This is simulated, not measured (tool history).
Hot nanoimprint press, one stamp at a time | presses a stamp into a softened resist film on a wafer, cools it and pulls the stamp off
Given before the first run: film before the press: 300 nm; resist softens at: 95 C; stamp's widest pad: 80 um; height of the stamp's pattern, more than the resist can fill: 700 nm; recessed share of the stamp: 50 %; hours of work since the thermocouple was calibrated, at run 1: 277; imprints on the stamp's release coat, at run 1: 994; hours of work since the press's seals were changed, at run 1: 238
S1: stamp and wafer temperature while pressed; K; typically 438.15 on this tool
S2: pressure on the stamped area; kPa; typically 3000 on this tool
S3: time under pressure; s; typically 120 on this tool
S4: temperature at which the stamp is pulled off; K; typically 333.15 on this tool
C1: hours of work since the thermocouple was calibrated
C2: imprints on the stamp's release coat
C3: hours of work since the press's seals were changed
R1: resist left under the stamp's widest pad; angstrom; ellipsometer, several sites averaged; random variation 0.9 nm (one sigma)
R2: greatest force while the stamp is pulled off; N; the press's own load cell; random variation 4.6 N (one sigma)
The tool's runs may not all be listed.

{"run": 1, "day": 0.0, "S1": 438.15, "S2": 3000, "S3": 120, "S4": 333.15, "C1": 277, "C2": 994, "C3": 238, "R1": 1323, "R2": 310}
{"run": 2, "day": 0.258, "S1": 438.15, "S2": 3000, "S3": 120, "S4": 333.15, "C1": 281, "C2": 1014, "C3": 242, "R1": 1316, "R2": 301}
{"run": 3, "day": 0.738, "S1": 434.15, "S2": 3000, "S3": 120, "S4": 333.15, "C1": 288, "C2": 1051, "C3": 249, "R1": 1614, "R2": 305}
{"run": 4, "day": 1.158, "S1": 434.15, "S2": 3000, "S3": 120, "S4": 333.15, "C1": 294, "C2": 1084, "C3": 255, "R1": 1616, "R2": 315}
{"run": 5, "day": 1.629, "S1": 434.15, "S2": 3000, "S3": 120, "S4": 333.15, "C1": 301, "C2": 1120, "C3": 262, "R1": 1610, "R2": 312}
{"run": 6, "day": 1.904, "S1": 438.15, "S2": 3000, "S3": 104, "S4": 333.15, "C1": 305, "C2": 1142, "C3": 266, "R1": 1385, "R2": 314}
{"run": 7, "day": 2.35, "S1": 438.15, "S2": 3000, "S3": 104, "S4": 333.15, "C1": 312, "C2": 1177, "C3": 273, "R1": 1391, "R2": 321}
{"run": 8, "day": 2.575, "S1": 438.15, "S2": 3000, "S3": 120, "S4": 333.15, "C1": 315, "C2": 1194, "C3": 276, "R1": 1328, "R2": 313}
{"run": 9, "day": 2.996, "S1": 438.15, "S2": 3000, "S3": 120, "S4": 333.15, "C1": 321, "C2": 1227, "C3": 283, "R1": 1314, "R2": 332}
{"run": 10, "day": 3.375, "S1": 438.15, "S2": 3000, "S3": 120, "S4": 333.15, "C1": 327, "C2": 1256, "C3": 288, "R1": 1321, "R2": 327}
{"run": 11, "day": 3.812, "S1": 438.15, "S2": 3000, "S3": 120, "S4": 333.15, "C1": 334, "C2": 1290, "C3": 295, "R1": 1334, "R2": 331}
{"run": 12, "day": 4.096, "S1": 450.15, "S2": 3000, "S3": 120, "S4": 333.15, "C1": 338, "C2": 1313, "C3": 299, "R1": 751, "R2": 340}
{"run": 13, "day": 4.421, "S1": 450.15, "S2": 3000, "S3": 120, "S4": 333.15, "C1": 343, "C2": 1338, "C3": 304, "R1": 745, "R2": 316}
{"run": 14, "day": 4.762, "S1": 438.15, "S2": 3470, "S3": 120, "S4": 329.15, "C1": 348, "C2": 1364, "C3": 309, "R1": 1241, "R2": 361}
{"run": 15, "day": 5.229, "S1": 438.15, "S2": 4550, "S3": 96, "S4": 329.15, "C1": 355, "C2": 1401, "C3": 316, "R1": 1160, "R2": 353}
{"day": 5.392, "done": "plate thermocouple calibrated"}
{"run": 16, "day": 5.783, "S1": 446.15, "S2": 3010, "S3": 82, "S4": 328.15, "C1": 6, "C2": 1434, "C3": 322, "R1": 1055, "R2": 368}
{"run": 17, "day": 6.083, "S1": 446.15, "S2": 3010, "S3": 64, "S4": 334.15, "C1": 10, "C2": 1457, "C3": 327, "R1": 1149, "R2": 339}
{"run": 18, "day": 6.412, "S1": 446.15, "S2": 3010, "S3": 64, "S4": 334.15, "C1": 15, "C2": 1483, "C3": 332, "R1": 1144, "R2": 333}
{"run": 19, "day": 6.8, "S1": 446.15, "S2": 2350, "S3": 64, "S4": 334.15, "C1": 21, "C2": 1513, "C3": 338, "R1": 1331, "R2": 358}
{"day": 7.079, "done": "plate thermocouple calibrated, once more"}
{"run": 20, "day": 7.154, "S1": 440.15, "S2": 3000, "S3": 232, "S4": 333.15, "C1": 1, "C2": 1531, "C3": 341, "R1": 896, "R2": 344}
{"run": 21, "day": 7.467, "S1": 436.15, "S2": 3000, "S3": 95, "S4": 333.15, "C1": 6, "C2": 1555, "C3": 346, "R1": 1477, "R2": 347}
{"run": 22, "day": 7.767, "S1": 438.15, "S2": 3000, "S3": 101, "S4": 336.15, "C1": 10, "C2": 1579, "C3": 350, "R1": 1317, "R2": 342}
{"run": 23, "day": 8.096, "S1": 427.15, "S2": 2050, "S3": 120, "S4": 320.15, "C1": 15, "C2": 1604, "C3": 355, "R1": 2330, "R2": 414}
{"run": 24, "day": 8.521, "S1": 438.15, "S2": 3780, "S3": 189, "S4": 333.15, "C1": 21, "C2": 1637, "C3": 361, "R1": 933, "R2": 340}
{"run": 25, "day": 8.838, "S1": 438.15, "S2": 3780, "S3": 117, "S4": 335.15, "C1": 26, "C2": 1662, "C3": 366, "R1": 1116, "R2": 342}
{"run": 26, "day": 9.304, "S1": 438.15, "S2": 3780, "S3": 74, "S4": 335.15, "C1": 33, "C2": 1698, "C3": 373, "R1": 1309, "R2": 357}

Predict each of these 5 candidate next runs independently; none follows another, all start after run 26:
{"run": "A", "day": 9.675, "S1": 438.15, "S2": 3000, "S3": 69, "S4": 333.15, "C1": 39, "C2": 1727, "C3": 379, "R1": "?", "R2": "?"}
{"run": "B", "day": 9.675, "S1": 438.15, "S2": 3780, "S3": 74, "S4": 321.15, "C1": 39, "C2": 1727, "C3": 379, "R1": "?", "R2": "?"}
{"run": "C", "day": 9.675, "S1": 427.15, "S2": 3840, "S3": 120, "S4": 335.15, "C1": 39, "C2": 1727, "C3": 379, "R1": "?", "R2": "?"}
{"run": "D", "day": 9.675, "S1": 438.15, "S2": 2970, "S3": 96, "S4": 326.15, "C1": 39, "C2": 1727, "C3": 379, "R1": "?", "R2": "?"}
{"run": "E", "day": 9.675, "S1": 448.15, "S2": 4100, "S3": 120, "S4": 333.15, "C1": 39, "C2": 1727, "C3": 379, "R1": "?", "R2": "?"}

run=A R1=1513 R2=362
run=B R1=1303 R2=430
run=C R1=1881 R2=348
run=D R1=1346 R2=406
run=E R1=635 R2=369
Stripped of hidden state, with their random variation kept, the same runs would have yielded:
run=A R1=1505 R2=227
run=B R1=1293 R2=269
run=C R1=1870 R2=218
run=D R1=1339 R2=254
run=E R1=629 R2=231
